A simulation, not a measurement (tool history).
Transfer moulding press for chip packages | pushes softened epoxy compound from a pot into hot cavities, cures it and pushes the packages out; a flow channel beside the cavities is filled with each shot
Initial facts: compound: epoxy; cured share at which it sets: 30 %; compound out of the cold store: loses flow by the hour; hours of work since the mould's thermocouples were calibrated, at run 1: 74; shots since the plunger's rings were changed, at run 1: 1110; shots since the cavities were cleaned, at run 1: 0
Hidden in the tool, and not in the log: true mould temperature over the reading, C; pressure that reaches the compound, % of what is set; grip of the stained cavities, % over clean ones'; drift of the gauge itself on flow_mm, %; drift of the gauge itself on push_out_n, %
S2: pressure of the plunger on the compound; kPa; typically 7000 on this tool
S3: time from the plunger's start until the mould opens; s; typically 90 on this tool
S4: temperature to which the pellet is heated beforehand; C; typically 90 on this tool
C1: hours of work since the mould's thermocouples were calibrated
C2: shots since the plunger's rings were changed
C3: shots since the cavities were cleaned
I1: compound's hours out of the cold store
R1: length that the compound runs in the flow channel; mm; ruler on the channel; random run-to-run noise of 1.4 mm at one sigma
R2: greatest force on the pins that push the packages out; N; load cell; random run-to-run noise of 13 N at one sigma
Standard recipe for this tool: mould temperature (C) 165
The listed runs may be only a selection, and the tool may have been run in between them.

run 1 hour=0.0 | mould_temperature_(C)=165 S2=7000 S3=90 S4=90 | C1=74 C2=1110 C3=0 | I1=16.9 | R1=921 R2=667
run 2 hour=25.4 | mould_temperature_(C)=165 S2=7000 S3=90 S4=90 | C1=88 C2=1393 C3=283 | I1=26.6 | R1=877 R2=886
run 3 hour=68.5 | mould_temperature_(C)=165 S2=7000 S3=97 S4=90 | C1=110 C2=1871 C3=761 | I1=46.1 | R1=807 R2=825
-- hour=87.0 cavities cleaned with cleaning compound and waxed
run 4 hour=106.6 | mould_temperature_(C)=165 S2=7000 S3=97 S4=90 | C1=129 C2=2279 C3=218 | I1=18.5 | R1=905 R2=731
run 5 hour=127.2 | mould_temperature_(C)=165 S2=7000 S3=97 S4=90 | C1=140 C2=2508 C3=447 | I1=30.2 | R1=857 R2=813
run 6 hour=168.7 | mould_temperature_(C)=165 S2=7000 S3=97 S4=90 | C1=162 C2=2968 C3=907 | I1=44.9 | R1=802 R2=871
-- hour=174.5 cavities cleaned with cleaning compound and waxed
run 7 hour=196.8 | mould_temperature_(C)=165 S2=7000 S3=97 S4=90 | C1=176 C2=3265 C3=248 | I1=30.4 | R1=847 R2=729
-- hour=207.2 plunger's sealing rings changed
run 8 hour=235.9 | mould_temperature_(C)=165 S2=6780 S3=90 S4=90 | C1=195 C2=320 C3=655 | I1=39.8 | R1=822 R2=972
-- hour=266.6 cavities cleaned with cleaning compound and waxed
run 9 hour=272.6 | mould_temperature_(C)=165 S2=6810 S3=90 S4=90 | C1=214 C2=711 C3=67 | I1=31.3 | R1=855 R2=728
run 10 hour=298.2 | mould_temperature_(C)=165 S2=6810 S3=90 S4=90 | C1=227 C2=995 C3=351 | I1=42.3 | R1=813 R2=893
run 11 hour=329.9 | mould_temperature_(C)=158 S2=7000 S3=90 S4=90 | C1=244 C2=1347 C3=703 | I1=35.1 | R1=871 R2=1619
-- hour=352.1 cavities cleaned with cleaning compound and waxed
run 12 hour=361.4 | mould_temperature_(C)=158 S2=7000 S3=90 S4=90 | C1=259 C2=1681 C3=103 | I1=8.2 | R1=978 R2=1401
run 13 hour=395.7 | mould_temperature_(C)=165 S2=5830 S3=90 S4=90 | C1=277 C2=2062 C3=484 | I1=18.7 | R1=830 R2=970
-- hour=438.9 cavities cleaned with cleaning compound and waxed
run 14 hour=438.9 | mould_temperature_(C)=165 S2=5830 S3=90 S4=90 | C1=299 C2=2526 C3=0 | I1=16.4 | R1=832 R2=714
run 15 hour=473.6 | mould_temperature_(C)=171 S2=5350 S3=95 S4=95 | C1=317 C2=2912 C3=386 | I1=10.4 | R1=802 R2=676
run 16 hour=493.0 | mould_temperature_(C)=165 S2=5440 S3=90 S4=96 | C1=328 C2=3127 C3=601 | I1=40.1 | R1=720 R2=944
-- hour=513.1 plunger's sealing rings changed
-- hour=527.8 cavities cleaned with cleaning compound and waxed
run 17 hour=527.8 | mould_temperature_(C)=170 S2=5440 S3=124 S4=96 | C1=344 C2=147 C3=0 | I1=45.4 | R1=713 R2=435
run 18 hour=566.9 | mould_temperature_(C)=167 S2=5440 S3=118 S4=95 | C1=364 C2=581 C3=434 | I1=14.2 | R1=821 R2=643
run 19 hour=606.7 | mould_temperature_(C)=167 S2=5440 S3=118 S4=95 | C1=385 C2=1024 C3=877 | I1=29.1 | R1=768 R2=719
-- hour=615.4 cavities cleaned with cleaning compound and waxed
run 20 hour=648.4 | mould_temperature_(C)=159 S2=7000 S3=90 S4=84 | C1=406 C2=1471 C3=367 | I1=35.5 | R1=867 R2=1482

Forecast run 21:
run 21 hour=676.2 | mould_temperature_(C)=165 S2=7000 S3=90 S4=80 | C1=421 C2=1779 C3=675 | I1=44.5 | R1=? R2=?

R1: 816 mm
R2: 1006 N
If the tool had no hidden condition, the same run with the same run-to-run variation would have returned R1 828 mm, R2 641 N.

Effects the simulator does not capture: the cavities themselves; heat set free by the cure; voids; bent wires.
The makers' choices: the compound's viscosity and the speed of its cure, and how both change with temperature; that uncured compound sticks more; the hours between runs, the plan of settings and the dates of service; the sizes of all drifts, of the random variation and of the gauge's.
